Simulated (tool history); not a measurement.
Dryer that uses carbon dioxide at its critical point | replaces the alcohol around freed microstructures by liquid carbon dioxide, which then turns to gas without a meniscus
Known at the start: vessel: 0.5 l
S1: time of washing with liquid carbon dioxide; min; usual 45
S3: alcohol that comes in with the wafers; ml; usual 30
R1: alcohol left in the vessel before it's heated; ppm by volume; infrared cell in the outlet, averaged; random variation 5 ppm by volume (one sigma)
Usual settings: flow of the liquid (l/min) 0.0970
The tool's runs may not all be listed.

Run 1, hour 0.0: usual settings. Result: R1 91 ppm by volume.
Run 2, hour 10.7: usual settings. Result: R1 82 ppm by volume.
Run 3, hour 19.4: usual settings but flow of the liquid (l/min) 0.1222. Result: R1 34 ppm by volume.
Run 4, hour 31.5: usual settings but flow of the liquid (l/min) 0.1222. Result: R1 40 ppm by volume.
Run 5, hour 42.1: usual settings but flow of the liquid (l/min) 0.0998. Result: R1 76 ppm by volume.
Run 6, hour 52.8: usual settings but flow of the liquid (l/min) 0.0998. Result: R1 86 ppm by volume.
Run 7, hour 58.8: usual settings but flow of the liquid (l/min) 0.0998. Result: R1 87 ppm by volume.
Run 8, hour 64.8: usual settings but flow of the liquid (l/min) 0.0998. Result: R1 84 ppm by volume.
Run 9, hour 72.4: usual settings but flow of the liquid (l/min) 0.0998. Result: R1 91 ppm by volume.
Run 10, hour 85.3: usual settings. Result: R1 105 ppm by volume.
Run 11, hour 98.7: usual settings. Result: R1 96 ppm by volume.
Run 12, hour 106.6: usual settings. Result: R1 107 ppm by volume.
Run 13, hour 112.6: usual settings. Result: R1 105 ppm by volume.
At hour 114.5: inlet filter changed.
Run 14, hour 126.0: usual settings. Result: R1 52 ppm by volume.
Run 15, hour 135.4: usual settings. Result: R1 46 ppm by volume.
Run 16, hour 148.7: usual settings but flow of the liquid (l/min) 0.0772. Result: R1 161 ppm by volume.
Run 17, hour 159.5: usual settings but flow of the liquid (l/min) 0.0772. Result: R1 159 ppm by volume.
Run 18, hour 168.0: usual settings but S1 34 min, flow of the liquid (l/min) 0.0772, S3 48 ml. Result: R1 953 ppm by volume.
Run 19, hour 174.8: usual settings but S1 33 min, flow of the liquid (l/min) 0.1055, S3 25 ml. Result: R1 153 ppm by volume.
Run 20, hour 181.1: usual settings but S1 34 min, flow of the liquid (l/min) 0.1271, S3 28 ml. Result: R1 72 ppm by volume.
Run 21, hour 192.2: usual settings but S1 28 min, flow of the liquid (l/min) 0.1435, S3 76 ml. Result: R1 184 ppm by volume.
Run 22, hour 199.5: usual settings but S1 28 min, flow of the liquid (l/min) 0.1200, S3 38 ml. Result: R1 266 ppm by volume.
Run 23, hour 206.9: usual settings but S1 28 min, flow of the liquid (l/min) 0.1200, S3 38 ml. Result: R1 273 ppm by volume.
Run 24, hour 213.2: usual settings but flow of the liquid (l/min) 0.0786, S3 52 ml. Result: R1 247 ppm by volume.
Run 25, hour 221.1: usual settings but flow of the liquid (l/min) 0.0617, S3 48 ml. Result: R1 725 ppm by volume.
Run 26, hour 228.6: usual settings but S1 66 min, flow of the liquid (l/min) 0.0706, S3 35 ml. Result: R1 65 ppm by volume.
Run 27, hour 239.9: usual settings but S1 49 min, flow of the liquid (l/min) 0.0601, S3 38 ml. Result: R1 445 ppm by volume.
Run 28, hour 252.5: usual settings but S1 28 min, flow of the liquid (l/min) 0.0733, S3 35 ml. Result: R1 1944 ppm by volume.
Run 29, hour 262.1: usual settings but flow of the liquid (l/min) 0.1060, S3 33 ml. Result: R1 66 ppm by volume.

4 ways to go on from here, each from the tool as it stands after run 29. What would each give?
Run A, hour 273.8: usual settings but S1 29 min, flow of the liquid (l/min) 0.1579. Result: R1 ?.
Run B, hour 273.8: usual settings but flow of the liquid (l/min) 0.1332. Result: R1 ?.
Run C, hour 273.8: usual settings but S1 37 min, flow of the liquid (l/min) 0.0674, S3 52 ml. Result: R1 ?.
Run D, hour 273.8: usual settings but S1 68 min, flow of the liquid (l/min) 0.0750, S3 29 ml. Result: R1 ?.

run    R1
  A    77
  B    68
  C  1382
  D    54
Without the tool's hidden state the same runs would have given:
run    R1
  A    27
  B    23
  C  1165
  D     8

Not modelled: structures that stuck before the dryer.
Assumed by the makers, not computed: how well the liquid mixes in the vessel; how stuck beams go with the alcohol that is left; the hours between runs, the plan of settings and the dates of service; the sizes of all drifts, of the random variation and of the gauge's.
